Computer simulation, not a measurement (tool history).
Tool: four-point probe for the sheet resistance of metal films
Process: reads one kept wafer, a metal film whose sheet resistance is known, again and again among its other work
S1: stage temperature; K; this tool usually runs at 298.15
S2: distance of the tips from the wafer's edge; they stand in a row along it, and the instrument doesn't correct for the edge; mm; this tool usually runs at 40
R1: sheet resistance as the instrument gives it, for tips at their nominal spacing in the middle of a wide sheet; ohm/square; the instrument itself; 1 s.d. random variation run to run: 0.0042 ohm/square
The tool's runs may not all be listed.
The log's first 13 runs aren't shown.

run	hour	S1	S2	R1
14	1417.1	298.15	56	20.935761
15	1519.9	298.15	40	20.937945
16	1643.5	298.15	40	20.946224
# hour 1650.9: stage's thermometer calibrated
17	1754.1	298.15	40	20.950931
18	1850.8	298.15	40	20.955528
# hour 1919.4: stage's thermometer calibrated, once more
19	1931.1	298.15	40	20.978056
20	2037.3	298.15	40	20.987602
21	2135.3	298.15	40	20.988697
22	2259.3	298.15	40	20.987709
23	2368.7	295.15	40	21.017836

Forecast run 24:
24	2466.1	294.15	30	?

{"run 24": {"R1": 21.039087}}
The same run, on a tool lacking any hidden state, would have yielded R1 20.805672 ohm/square.
